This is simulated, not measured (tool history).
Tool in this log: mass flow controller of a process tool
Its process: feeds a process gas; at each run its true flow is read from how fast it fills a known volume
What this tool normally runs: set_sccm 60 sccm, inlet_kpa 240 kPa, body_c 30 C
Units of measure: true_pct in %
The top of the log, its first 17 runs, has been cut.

run,hour,set_sccm,inlet_kpa,body_c,true_pct
18,1662.5,60,240,23,96.83
19,1764.1,60,240,30,97.30
20,1823.4,60,240,30,97.12
21,1903.2,60,240,24,96.73
22,2022.7,60,240,24,96.68
23,2115.8,60,240,32,96.89
24,2169.7,60,222,30,96.90
25,2282.0,24,280,30,96.31
26,2402.4,24,280,30,96.13
27,2505.1,47,216,30,96.27
28,2570.5,48,259,37,96.60
29,2690.7,48,259,37,96.53
# hour 2778.7: gauge calibrated
30,2810.4,22,143,22,98.47
31,2901.3,22,143,22,98.31
32,3014.2,60,240,29,98.78
33,3074.9,60,240,29,98.52

Expected results for the next run?
34,3188.8,24,236,20,?

true_pct: 97.72 %
With no hidden state in the tool, this same run would have given true_pct 98.13 %.
